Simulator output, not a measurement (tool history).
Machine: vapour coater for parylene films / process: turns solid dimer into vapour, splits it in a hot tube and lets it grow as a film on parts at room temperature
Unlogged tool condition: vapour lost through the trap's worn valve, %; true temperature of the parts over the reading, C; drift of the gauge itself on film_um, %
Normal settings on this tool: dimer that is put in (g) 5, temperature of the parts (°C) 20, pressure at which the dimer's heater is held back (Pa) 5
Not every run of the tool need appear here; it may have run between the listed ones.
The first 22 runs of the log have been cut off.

run,hour,dimer that is put in (g),temperature of the parts (°C),pressure at which the dimer's heater is held back (Pa),hours of work since the trap's valve was overhauled,hours of work since the table's thermometer was calibrated,thickness of the film (µm)
23,453.4,5,20,5,14,878,1.779
24,482.1,5,20,5,34,898,1.773
25,495.6,5,20,3.46,43,908,1.828
26,514.4,3,26,5,56,921,0.922
27,530.9,5,22,11.74,68,932,1.582
28,546.7,5,18,2.94,79,943,1.909
29,560,5,16,2.19,88,952,2.045
30,588.7,7,18,7.55,108,973,2.495
31,617.8,7,18,7.55,129,993,2.493
32,642.2,7,18,7.55,146,1010,2.49

Run 33 has not been measured yet. What should we expect?
33,665.2,7,14,3.41,162,1026,?

thickness of the film (µm): 2.891
Take away the tool's hidden state, keep the run-to-run variation as it was, and the same run would have given thickness of the film (µm) 2.945.
